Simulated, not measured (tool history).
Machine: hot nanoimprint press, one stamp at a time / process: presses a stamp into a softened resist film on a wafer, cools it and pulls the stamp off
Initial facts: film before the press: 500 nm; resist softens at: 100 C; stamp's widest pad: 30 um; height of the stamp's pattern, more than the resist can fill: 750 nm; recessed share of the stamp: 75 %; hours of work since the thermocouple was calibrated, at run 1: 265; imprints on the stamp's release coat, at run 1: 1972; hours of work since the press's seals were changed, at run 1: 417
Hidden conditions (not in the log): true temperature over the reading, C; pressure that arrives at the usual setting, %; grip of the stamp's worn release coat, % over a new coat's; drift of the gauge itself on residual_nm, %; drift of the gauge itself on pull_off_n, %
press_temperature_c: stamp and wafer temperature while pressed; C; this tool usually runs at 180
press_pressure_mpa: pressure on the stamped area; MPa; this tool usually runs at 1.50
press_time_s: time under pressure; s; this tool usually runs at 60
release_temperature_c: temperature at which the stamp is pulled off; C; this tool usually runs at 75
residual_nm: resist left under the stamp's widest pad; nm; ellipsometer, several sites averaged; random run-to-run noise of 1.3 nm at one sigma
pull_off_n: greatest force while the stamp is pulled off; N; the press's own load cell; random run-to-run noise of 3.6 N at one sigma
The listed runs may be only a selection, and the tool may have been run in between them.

run,day,press_temperature_c,press_pressure_mpa,press_time_s,release_temperature_c,hours of work since the thermocouple was calibrated,imprints on the stamp's release coat,hours of work since the press's seals were changed,residual_nm,pull_off_n
1,0.000,180,1.50,60,75,265,1972,417,304.5,244
2,0.742,180,1.50,60,75,274,2036,426,304.6,247
3,1.175,180,1.50,60,75,279,2073,431,303.0,250
4,1.896,180,1.50,60,75,287,2134,440,305.9,248
# day 2.212: stamp cleaned and given a new release coat
5,2.821,180,1.50,60,75,295,52,448,302.5,216
6,3.712,180,1.50,60,73,306,128,458,303.7,230
# day 3.983: plate thermocouple calibrated
7,4.567,176,1.50,60,75,7,190,467,344.3,222
8,5.483,180,1.50,60,75,18,268,478,304.4,228
9,5.900,180,1.50,60,75,23,304,483,305.2,227
10,6.317,180,1.50,60,75,28,339,488,305.0,222
11,6.862,180,0.93,60,75,34,386,494,365.3,224
12,7.746,180,0.93,60,75,45,461,505,367.8,229
13,8.658,180,0.93,60,75,56,539,516,361.8,223
14,9.279,180,1.50,60,80,63,592,523,306.7,212
# day 9.662: plate thermocouple calibrated, once more
15,9.950,180,1.50,60,80,3,639,530,300.0,209
16,10.654,180,1.50,104,75,12,699,538,252.9,229
17,11.271,180,1.58,39,68,19,752,545,332.7,249
18,11.638,180,1.50,32,80,24,783,550,353.2,205
19,12.358,180,1.50,32,80,32,845,558,356.0,214
20,13.158,180,2.27,60,69,42,913,568,253.1,251
21,13.742,180,2.27,60,69,49,963,575,253.0,253
22,14.112,180,2.27,60,69,53,994,579,250.8,247
23,14.658,180,2.27,60,69,60,1041,586,252.8,251
24,15.400,180,2.27,60,69,68,1104,595,254.7,258
25,16.229,180,2.27,60,69,78,1175,605,252.6,254
26,16.838,180,1.50,49,75,86,1227,612,321.7,232
27,17.429,180,1.50,49,75,93,1278,619,322.0,238
28,18.092,180,1.50,49,75,101,1334,627,324.0,239
29,18.562,172,1.50,60,75,106,1375,632,378.8,242

4 options for the next run, each taken on its own from the tool as it stands now. Forecast them:
A,19.417,172,2.30,60,75,116,1447,643,?,?
B,19.417,180,1.50,82,75,116,1447,643,?,?
C,19.417,183,1.23,60,75,116,1447,643,?,?
D,19.417,180,1.98,71,77,116,1447,643,?,?

run,residual_nm,pull_off_n
A,329.2,236
B,276.0,235
C,301.0,236
D,256.8,226
Without the tool's hidden state the same runs would have given:
run,residual_nm,pull_off_n
A,320.9,215
B,270.5,214
C,296.2,215
D,249.9,205
